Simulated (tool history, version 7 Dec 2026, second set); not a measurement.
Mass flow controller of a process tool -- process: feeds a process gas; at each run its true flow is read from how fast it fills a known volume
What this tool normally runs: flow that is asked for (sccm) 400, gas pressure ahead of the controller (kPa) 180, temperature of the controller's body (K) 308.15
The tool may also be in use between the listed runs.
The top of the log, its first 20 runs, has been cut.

run    hour  flow that is asked for (sccm)  gas pressure ahead of the controller (kPa)  temperature of the controller's body (K)  true flow (%)
 21  2913.7                            400                                         180                                    308.15         100.48
 22  3046.5                            400                                         180                                    308.15         100.63
 23  3136.8                            107                                         193                                    309.15         100.22
 24  3270.8                            242                                         205                                    295.15          99.41
 25  3445.5                            242                                         205                                    295.15          99.61
 26  3554.6                            242                                         205                                    295.15          99.62
 27  3646.9                            289                                         279                                    299.15         100.07
 28  3790.0                            289                                         279                                    299.15         100.02
 29  3904.9                            234                                         158                                    308.15         100.09
 30  4069.7                            215                                         239                                    308.15         100.41
 31  4253.8                            391                                         237                                    298.15         100.42
 32  4364.1                            391                                         237                                    298.15         100.39
 33  4514.3                             69                                         183                                    304.15         101.46
 34  4664.9                             69                                         183                                    304.15         101.69
 35  4817.7                            153                                         183                                    306.15         100.29
 36  5000.7                            153                                         183                                    306.15         100.27
 37  5152.0                             57                                         157                                    295.15         102.10
 38  5341.2                            424                                         141                                    306.15         100.71
 39  5444.4                            448                                         211                                    312.15         101.38
 40  5623.2                            448                                         211                                    312.15         101.57
 41  5756.9                            448                                         147                                    303.15         100.85
 42  5948.9                            174                                         175                                    295.15         100.05
 43  6087.8                            400                                         180                                    312.15         101.32

Predict each of these 5 candidate next runs independently; none follows another, all start after run 43:
  A  6291.5                            449                                         171                                    308.15              ?
  B  6291.5                            400                                         180                                    295.15              ?
  C  6291.5                             52                                         183                                    293.15              ?
  D  6291.5                            122                                         180                                    312.15              ?
  E  6291.5                            400                                         246                                    308.15              ?

run  true flow (%)
  A         101.31
  B         100.47
  C         103.23
  D         101.44
  E         101.45
The same runs, with their run-to-run variation unchanged, on a tool lacking any hidden condition would have given:
run  true flow (%)
  A         100.11
  B          99.19
  C          97.04
  D          98.48
  E         100.16
